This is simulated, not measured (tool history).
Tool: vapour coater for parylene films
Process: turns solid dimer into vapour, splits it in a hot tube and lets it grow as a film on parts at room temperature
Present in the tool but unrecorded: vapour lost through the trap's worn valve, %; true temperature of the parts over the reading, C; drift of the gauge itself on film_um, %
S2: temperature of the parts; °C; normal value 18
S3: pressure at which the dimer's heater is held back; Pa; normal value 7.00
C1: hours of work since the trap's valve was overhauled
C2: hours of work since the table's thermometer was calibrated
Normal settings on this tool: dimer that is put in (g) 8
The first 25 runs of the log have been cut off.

run 26 day=23.450 | dimer_that_is_put_in_(g)=3 S2=18 S3=5.02 | C1=79 C2=925 | thickness_of_the_film_(µm)=1.72
run 27 day=24.171 | dimer_that_is_put_in_(g)=3 S2=18 S3=6.95 | C1=89 C2=935 | thickness_of_the_film_(µm)=1.61
run 28 day=24.988 | dimer_that_is_put_in_(g)=10 S2=22 S3=6.95 | C1=100 C2=946 | thickness_of_the_film_(µm)=5.05
run 29 day=26.112 | dimer_that_is_put_in_(g)=10 S2=22 S3=6.95 | C1=115 C2=961 | thickness_of_the_film_(µm)=5.05
run 30 day=26.633 | dimer_that_is_put_in_(g)=10 S2=22 S3=6.95 | C1=122 C2=968 | thickness_of_the_film_(µm)=5.02
run 31 day=27.454 | dimer_that_is_put_in_(g)=10 S2=20 S3=10.15 | C1=133 C2=979 | thickness_of_the_film_(µm)=4.82
run 32 day=28.675 | dimer_that_is_put_in_(g)=8 S2=18 S3=3.49 | C1=149 C2=995 | thickness_of_the_film_(µm)=4.94
run 33 day=29.533 | dimer_that_is_put_in_(g)=8 S2=18 S3=3.49 | C1=160 C2=1006 | thickness_of_the_film_(µm)=4.93
-- day=29.975 table's thermometer calibrated
run 34 day=30.254 | dimer_that_is_put_in_(g)=8 S2=18 S3=3.49 | C1=169 C2=4 | thickness_of_the_film_(µm)=4.85
run 35 day=31.425 | dimer_that_is_put_in_(g)=5 S2=12 S3=10.93 | C1=185 C2=19 | thickness_of_the_film_(µm)=2.63
run 36 day=32.067 | dimer_that_is_put_in_(g)=5 S2=12 S3=10.93 | C1=193 C2=28 | thickness_of_the_film_(µm)=2.65
run 37 day=32.679 | dimer_that_is_put_in_(g)=5 S2=19 S3=10.93 | C1=201 C2=36 | thickness_of_the_film_(µm)=2.34
run 38 day=33.246 | dimer_that_is_put_in_(g)=8 S2=11 S3=7.00 | C1=209 C2=43 | thickness_of_the_film_(µm)=4.70
run 39 day=33.912 | dimer_that_is_put_in_(g)=7 S2=12 S3=2.97 | C1=218 C2=52 | thickness_of_the_film_(µm)=4.83
run 40 day=34.871 | dimer_that_is_put_in_(g)=7 S2=12 S3=2.97 | C1=230 C2=65 | thickness_of_the_film_(µm)=4.81
run 41 day=35.542 | dimer_that_is_put_in_(g)=7 S2=12 S3=2.97 | C1=239 C2=74 | thickness_of_the_film_(µm)=4.82
run 42 day=36.342 | dimer_that_is_put_in_(g)=7 S2=12 S3=2.97 | C1=250 C2=85 | thickness_of_the_film_(µm)=4.78
run 43 day=37.279 | dimer_that_is_put_in_(g)=11 S2=16 S3=2.54 | C1=263 C2=97 | thickness_of_the_film_(µm)=7.37
run 44 day=37.988 | dimer_that_is_put_in_(g)=11 S2=16 S3=2.54 | C1=272 C2=107 | thickness_of_the_film_(µm)=7.35
run 45 day=39.021 | dimer_that_is_put_in_(g)=12 S2=25 S3=2.70 | C1=286 C2=120 | thickness_of_the_film_(µm)=6.77
run 46 day=39.896 | dimer_that_is_put_in_(g)=12 S2=25 S3=2.70 | C1=297 C2=132 | thickness_of_the_film_(µm)=6.79
run 47 day=40.858 | dimer_that_is_put_in_(g)=4 S2=22 S3=6.94 | C1=310 C2=145 | thickness_of_the_film_(µm)=1.94

Each row is a separate what-if for the run after 47, all from the same tool condition, not one after another. Results?
run A day=41.354 | dimer_that_is_put_in_(g)=4 S2=22 S3=6.94 | C1=317 C2=151 | thickness_of_the_film_(µm)=?
run B day=41.354 | dimer_that_is_put_in_(g)=14 S2=20 S3=3.09 | C1=317 C2=151 | thickness_of_the_film_(µm)=?
run C day=41.354 | dimer_that_is_put_in_(g)=5 S2=15 S3=7.08 | C1=317 C2=151 | thickness_of_the_film_(µm)=?

run=A thickness_of_the_film_(µm)=1.96
run=B thickness_of_the_film_(µm)=8.38
run=C thickness_of_the_film_(µm)=2.73
Without the tool's hidden state the same runs would have given:
run=A thickness_of_the_film_(µm)=2.01
run=B thickness_of_the_film_(µm)=8.60
run=C thickness_of_the_film_(µm)=2.80

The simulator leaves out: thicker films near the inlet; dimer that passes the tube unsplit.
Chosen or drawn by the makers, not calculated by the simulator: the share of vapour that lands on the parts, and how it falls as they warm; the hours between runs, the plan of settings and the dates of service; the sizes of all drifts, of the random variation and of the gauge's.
